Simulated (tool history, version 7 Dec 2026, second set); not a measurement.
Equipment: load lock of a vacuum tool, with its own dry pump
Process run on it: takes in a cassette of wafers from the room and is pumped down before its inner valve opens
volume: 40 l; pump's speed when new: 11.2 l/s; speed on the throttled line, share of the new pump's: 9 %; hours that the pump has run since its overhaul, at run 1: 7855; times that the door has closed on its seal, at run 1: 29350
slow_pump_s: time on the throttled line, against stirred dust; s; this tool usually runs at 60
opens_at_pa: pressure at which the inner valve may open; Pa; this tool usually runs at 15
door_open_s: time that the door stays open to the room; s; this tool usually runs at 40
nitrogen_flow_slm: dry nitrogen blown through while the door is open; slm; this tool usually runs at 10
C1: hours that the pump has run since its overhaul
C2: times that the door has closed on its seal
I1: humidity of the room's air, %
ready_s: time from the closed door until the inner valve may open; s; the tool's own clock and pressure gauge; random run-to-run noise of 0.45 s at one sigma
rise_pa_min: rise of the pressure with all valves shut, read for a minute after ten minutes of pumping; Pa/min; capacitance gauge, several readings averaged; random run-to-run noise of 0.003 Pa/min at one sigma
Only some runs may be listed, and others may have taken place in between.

{"run": 1, "hour": 0.0, "slow_pump_s": 60, "opens_at_pa": 15, "door_open_s": 40, "nitrogen_flow_slm": 10, "C1": 7855, "C2": 29350, "I1": 46, "ready_s": 87.2, "rise_pa_min": 0.023}
{"run": 2, "hour": 298.8, "slow_pump_s": 60, "opens_at_pa": 15, "door_open_s": 40, "nitrogen_flow_slm": 10, "C1": 8154, "C2": 30118, "I1": 45.9, "ready_s": 86.6, "rise_pa_min": 0.025}
{"run": 3, "hour": 529.4, "slow_pump_s": 36, "opens_at_pa": 15, "door_open_s": 40, "nitrogen_flow_slm": 10, "C1": 8385, "C2": 30711, "I1": 47.6, "ready_s": 64.5, "rise_pa_min": 0.02}
{"run": 4, "hour": 710.5, "slow_pump_s": 36, "opens_at_pa": 16, "door_open_s": 40, "nitrogen_flow_slm": 10, "C1": 8566, "C2": 31177, "I1": 43.4, "ready_s": 63.9, "rise_pa_min": 0.018}
{"run": 5, "hour": 937.8, "slow_pump_s": 40, "opens_at_pa": 15, "door_open_s": 40, "nitrogen_flow_slm": 10, "C1": 8793, "C2": 31761, "I1": 45.5, "ready_s": 68.4, "rise_pa_min": 0.02}
{"run": 6, "hour": 1155.6, "slow_pump_s": 40, "opens_at_pa": 15, "door_open_s": 40, "nitrogen_flow_slm": 10, "C1": 9011, "C2": 32321, "I1": 46.9, "ready_s": 67.8, "rise_pa_min": 0.022}
{"run": 7, "hour": 1334.7, "slow_pump_s": 40, "opens_at_pa": 15, "door_open_s": 40, "nitrogen_flow_slm": 10, "C1": 9190, "C2": 32782, "I1": 47.6, "ready_s": 67.8, "rise_pa_min": 0.023}
{"run": 8, "hour": 1549.9, "slow_pump_s": 60, "opens_at_pa": 30, "door_open_s": 40, "nitrogen_flow_slm": 10, "C1": 9405, "C2": 33335, "I1": 42.2, "ready_s": 83.4, "rise_pa_min": 0.021}
{"run": 9, "hour": 1714.1, "slow_pump_s": 60, "opens_at_pa": 30, "door_open_s": 40, "nitrogen_flow_slm": 10, "C1": 9570, "C2": 33757, "I1": 46.6, "ready_s": 84.2, "rise_pa_min": 0.021}
{"run": 10, "hour": 1847.8, "slow_pump_s": 60, "opens_at_pa": 30, "door_open_s": 40, "nitrogen_flow_slm": 10, "C1": 9703, "C2": 34101, "I1": 42.8, "ready_s": 83.4, "rise_pa_min": 0.019}
{"run": 11, "hour": 2121.4, "slow_pump_s": 60, "opens_at_pa": 30, "door_open_s": 40, "nitrogen_flow_slm": 10, "C1": 9977, "C2": 34805, "I1": 47.5, "ready_s": 84.5, "rise_pa_min": 0.023}
{"run": 12, "hour": 2413.7, "slow_pump_s": 60, "opens_at_pa": 30, "door_open_s": 40, "nitrogen_flow_slm": 10, "C1": 10269, "C2": 35556, "I1": 48.1, "ready_s": 83.9, "rise_pa_min": 0.026}
{"run": 13, "hour": 2580.9, "slow_pump_s": 60, "opens_at_pa": 30, "door_open_s": 40, "nitrogen_flow_slm": 10, "C1": 10436, "C2": 35986, "I1": 44.2, "ready_s": 83.3, "rise_pa_min": 0.021}
{"run": 14, "hour": 2776.3, "slow_pump_s": 60, "opens_at_pa": 10, "door_open_s": 40, "nitrogen_flow_slm": 20, "C1": 10632, "C2": 36488, "I1": 47.1, "ready_s": 88.5, "rise_pa_min": 0.017}
{"run": 15, "hour": 2990.8, "slow_pump_s": 38, "opens_at_pa": 12, "door_open_s": 44, "nitrogen_flow_slm": 17, "C1": 10846, "C2": 37040, "I1": 44.1, "ready_s": 66.7, "rise_pa_min": 0.017}
{"run": 16, "hour": 3132.6, "slow_pump_s": 38, "opens_at_pa": 12, "door_open_s": 44, "nitrogen_flow_slm": 17, "C1": 10988, "C2": 37405, "I1": 44.1, "ready_s": 67.9, "rise_pa_min": 0.019}
{"run": 17, "hour": 3398.5, "slow_pump_s": 38, "opens_at_pa": 23, "door_open_s": 44, "nitrogen_flow_slm": 17, "C1": 11254, "C2": 38088, "I1": 48, "ready_s": 64.7, "rise_pa_min": 0.019}
{"hour": 3693.9, "done": "dry pump taken out, an overhauled one fitted"}
{"run": 18, "hour": 3724.8, "slow_pump_s": 37, "opens_at_pa": 20, "door_open_s": 191, "nitrogen_flow_slm": 11, "C1": 31, "C2": 38912, "I1": 44.7, "ready_s": 64.6, "rise_pa_min": 0.044}
{"run": 19, "hour": 3939.7, "slow_pump_s": 104, "opens_at_pa": 13, "door_open_s": 218, "nitrogen_flow_slm": 13, "C1": 246, "C2": 39465, "I1": 39.7, "ready_s": 126.5, "rise_pa_min": 0.038}
{"run": 20, "hour": 4095.2, "slow_pump_s": 60, "opens_at_pa": 15, "door_open_s": 40, "nitrogen_flow_slm": 16, "C1": 401, "C2": 39864, "I1": 46.2, "ready_s": 86.6, "rise_pa_min": 0.02}
{"run": 21, "hour": 4229.4, "slow_pump_s": 60, "opens_at_pa": 19, "door_open_s": 191, "nitrogen_flow_slm": 9, "C1": 535, "C2": 40209, "I1": 45.4, "ready_s": 85.8, "rise_pa_min": 0.056}
{"run": 22, "hour": 4401.4, "slow_pump_s": 111, "opens_at_pa": 12, "door_open_s": 107, "nitrogen_flow_slm": 10, "C1": 707, "C2": 40652, "I1": 44, "ready_s": 133.6, "rise_pa_min": 0.034}
{"run": 23, "hour": 4641.4, "slow_pump_s": 111, "opens_at_pa": 12, "door_open_s": 107, "nitrogen_flow_slm": 10, "C1": 947, "C2": 41269, "I1": 41.9, "ready_s": 134.5, "rise_pa_min": 0.033}
{"run": 24, "hour": 4928.8, "slow_pump_s": 111, "opens_at_pa": 12, "door_open_s": 107, "nitrogen_flow_slm": 10, "C1": 1235, "C2": 42008, "I1": 40.9, "ready_s": 134.6, "rise_pa_min": 0.036}
{"run": 25, "hour": 5102.8, "slow_pump_s": 111, "opens_at_pa": 26, "door_open_s": 107, "nitrogen_flow_slm": 10, "C1": 1409, "C2": 42455, "I1": 44.7, "ready_s": 130.9, "rise_pa_min": 0.036}

Describe how what the log doesn't record of the tool's condition differs between the last listed run preceding each entry between runs and the first listed run following it.
From run 17 to run 18: dry pump taken out, an overhauled one fitted (hour 3693.9)
  both runs share identical hidden conditions
